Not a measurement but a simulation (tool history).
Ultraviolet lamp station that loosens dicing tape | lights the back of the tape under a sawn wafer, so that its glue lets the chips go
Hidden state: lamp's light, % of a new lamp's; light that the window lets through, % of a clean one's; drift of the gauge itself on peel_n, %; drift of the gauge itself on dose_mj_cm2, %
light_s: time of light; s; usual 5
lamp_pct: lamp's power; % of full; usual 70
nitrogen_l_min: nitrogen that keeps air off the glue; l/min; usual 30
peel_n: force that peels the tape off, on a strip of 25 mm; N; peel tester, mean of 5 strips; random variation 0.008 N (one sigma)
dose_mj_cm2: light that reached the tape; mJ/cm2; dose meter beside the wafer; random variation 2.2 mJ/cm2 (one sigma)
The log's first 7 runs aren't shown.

| run | hour | light_s | lamp_pct | nitrogen_l_min | hours of work of the lamp | hours of work since the window was cleaned | peel_n | dose_mj_cm2 |
|---|---|---|---|---|---|---|---|---|
| 8 | 129.0 | 5 | 70 | 30 | 480 | 60 | 0.590 | 144 |
| 9 | 145.5 | 7 | 70 | 30 | 489 | 70 | 0.289 | 193 |
| 10 | 158.7 | 7 | 70 | 30 | 497 | 77 | 0.305 | 193 |
| 11 | 173.7 | 7 | 70 | 30 | 505 | 86 | 0.318 | 195 |
| 12 | 188.4 | 7 | 70 | 30 | 514 | 94 | 0.311 | 189 |
| 13 | 207.5 | 7 | 70 | 30 | 525 | 105 | 0.354 | 189 |
| 14 | 226.6 | 7 | 70 | 30 | 536 | 116 | 0.340 | 185 |
| 15 | 246.6 | 7 | 70 | 30 | 547 | 128 | 0.328 | 183 |
| 16 | 255.3 | 7 | 70 | 30 | 552 | 133 | 0.372 | 186 |
| 17 | 268.7 | 4 | 97 | 30 | 560 | 141 | 0.610 | 143 |
| 18 | 285.8 | 4 | 97 | 30 | 570 | 150 | 0.575 | 145 |
| 19 | 296.4 | 4 | 97 | 30 | 576 | 157 | 0.604 | 141 |
| 20 | 308.3 | 4 | 71 | 12 | 583 | 163 | 1.377 | 103 |
| 21 | 321.2 | 5 | 84 | 30 | 590 | 171 | 0.522 | 150 |
| 22 | 336.1 | 9 | 84 | 43 | 599 | 179 | 0.148 | 269 |
| 23 | 355.3 | 9 | 84 | 43 | 610 | 190 | 0.140 | 263 |
| 24 | 366.2 | 9 | 84 | 43 | 616 | 197 | 0.133 | 264 |
| 25 | 380.0 | 3 | 77 | 12 | 624 | 205 | 1.897 | 77 |
| 26 | 395.1 | 6 | 78 | 14 | 633 | 213 | 0.703 | 158 |
| 27 | 413.9 | 3 | 84 | 14 | 644 | 224 | 1.656 | 87 |
| 28 | 435.1 | 6 | 84 | 12 | 656 | 236 | 0.702 | 166 |
| 29 | 446.8 | 4 | 70 | 19 | 663 | 243 | 1.459 | 92 |
| 30 | 460.3 | 6 | 77 | 59 | 670 | 251 | 0.432 | 150 |
| 31 | 471.4 | 6 | 77 | 59 | 677 | 257 | 0.422 | 150 |

4 ways to go on from here, each from the tool as it stands after run 31. What would each give?
| A | 482.8 | 8 | 75 | 10 | 683 | 264 | ? | ? |
| B | 482.8 | 5 | 73 | 59 | 683 | 264 | ? | ? |
| C | 482.8 | 5 | 87 | 30 | 683 | 264 | ? | ? |
| D | 482.8 | 3 | 87 | 30 | 683 | 264 | ? | ? |

| run | peel_n | dose_mj_cm2 |
|---|---|---|
| A | 0.569 | 192 |
| B | 0.694 | 116 |
| C | 0.638 | 136 |
| D | 1.359 | 84 |
Without the tool's hidden state the same runs would have given:
| run | peel_n | dose_mj_cm2 |
|---|---|---|
| A | 0.173 | 334 |
| B | 0.209 | 202 |
| C | 0.194 | 239 |
| D | 0.560 | 145 |
